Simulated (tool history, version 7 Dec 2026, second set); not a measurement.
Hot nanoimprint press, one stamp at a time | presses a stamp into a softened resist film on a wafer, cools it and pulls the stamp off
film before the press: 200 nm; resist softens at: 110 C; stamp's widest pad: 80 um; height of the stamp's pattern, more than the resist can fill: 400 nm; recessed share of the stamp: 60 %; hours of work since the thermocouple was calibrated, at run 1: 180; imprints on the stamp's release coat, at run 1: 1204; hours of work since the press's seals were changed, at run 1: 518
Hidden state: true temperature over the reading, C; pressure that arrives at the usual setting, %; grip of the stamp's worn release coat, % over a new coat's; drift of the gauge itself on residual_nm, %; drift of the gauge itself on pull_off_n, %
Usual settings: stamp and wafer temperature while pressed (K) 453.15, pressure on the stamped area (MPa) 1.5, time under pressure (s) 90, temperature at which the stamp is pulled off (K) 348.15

run   hour  stamp and wafer temperature while pressed (K)  pressure on the stamped area (MPa)  time under pressure (s)  temperature at which the stamp is pulled off (K)  hours of work since the thermocouple was calibrated  imprints on the stamp's release coat  hours of work since the press's seals were changed  resist left under the stamp's widest pad (Å)  greatest force while the stamp is pulled off (N)
  1      0                                         453.15                                 1.5                       90                                            348.15                                                  180                                  1204                                                 518                                           866                                               267
  2   24.2                                         453.15                                 1.5                       90                                            348.15                                                  196                                  1255                                                 534                                           872                                               278
  3   47.7                                         453.15                                 1.5                       90                                            348.15                                                  212                                  1306                                                 550                                           866                                               270
  4   78.3                                         453.15                                 1.5                       90                                            348.15                                                  232                                  1371                                                 570                                           863                                               269
  5    102                                         453.15                                 1.5                       90                                            348.15                                                  247                                  1421                                                 585                                           871                                               284
  6  117.4                                         453.15                                1.39                       90                                            348.15                                                  257                                  1454                                                 596                                           893                                               297
  7  135.3                                         453.15                                1.39                       90                                            348.15                                                  269                                  1492                                                 607                                           892                                               296
  8  162.7                                         453.15                                1.39                       90                                            348.15                                                  287                                  1551                                                 625                                           899                                               293
  9  186.4                                         453.15                                1.39                       90                                            348.15                                                  303                                  1601                                                 641                                           887                                               300
 10  210.9                                         453.15                                 1.5                       63                                            348.15                                                  319                                  1653                                                 657                                           984                                               297
 11  236.2                                         453.15                                 1.5                       90                                            342.15                                                  336                                  1707                                                 674                                           860                                               334
 12  260.2                                         453.15                                 1.5                       90                                            348.15                                                  352                                  1758                                                 690                                           859                                               317
 13  285.3                                         453.15                                 1.5                       90                                            339.15                                                  368                                  1812                                                 706                                           862                                               373
 14  319.6                                         453.15                                 1.5                       90                                            348.15                                                  391                                  1885                                                 729                                           859                                               318
 15  345.4                                         453.15                                 1.5                       90                                            348.15                                                  408                                  1940                                                 746                                           856                                               319
     370.4  -- stamp cleaned and given a new release coat
 16  377.8                                         453.15                                 1.5                       90                                            353.15                                                  425                                    16                                                 763                                           858                                               171
 17  398.7                                         447.15                                 1.5                      147                                            348.15                                                  439                                    61                                                 777                                           868                                               201
     429.8  -- plate thermocouple calibrated
 18  432.1                                         447.15                                 1.5                      147                                            348.15                                                    1                                   125                                                 797                                           903                                               214
 19  454.4                                         453.15                                1.93                      120                                            348.15                                                   16                                   173                                                 812                                           706                                               211
 20  488.1                                         453.15                                1.93                      120                                            348.15                                                   38                                   245                                                 834                                           701                                               218
 21  512.9                                         453.15                                2.15                       78                                            348.15                                                   55                                   298                                                 851                                           795                                               226
 22  531.4                                         445.15                                2.15                       71                                            348.15                                                   67                                   337                                                 863                                          1092                                               220
 23  558.2                                         453.15                                1.72                       93                                            348.15                                                   85                                   394                                                 880                                           819                                               217
 24  581.6                                         456.15                                1.98                       90                                            339.15                                                  100                                   444                                                 896                                           706                                               266

Run 25 comes next. What will it give?
 25  617.1                                         452.15                                0.91                       90                                            346.15                                                  124                                   520                                                 919                                             ?                                                 ?

Run 25 gave resist left under the stamp's widest pad (Å) 1111, greatest force while the stamp is pulled off (N) 245.
Without the tool's hidden state the same run would have given resist left under the stamp's widest pad (Å) 1111, greatest force while the stamp is pulled off (N) 215.
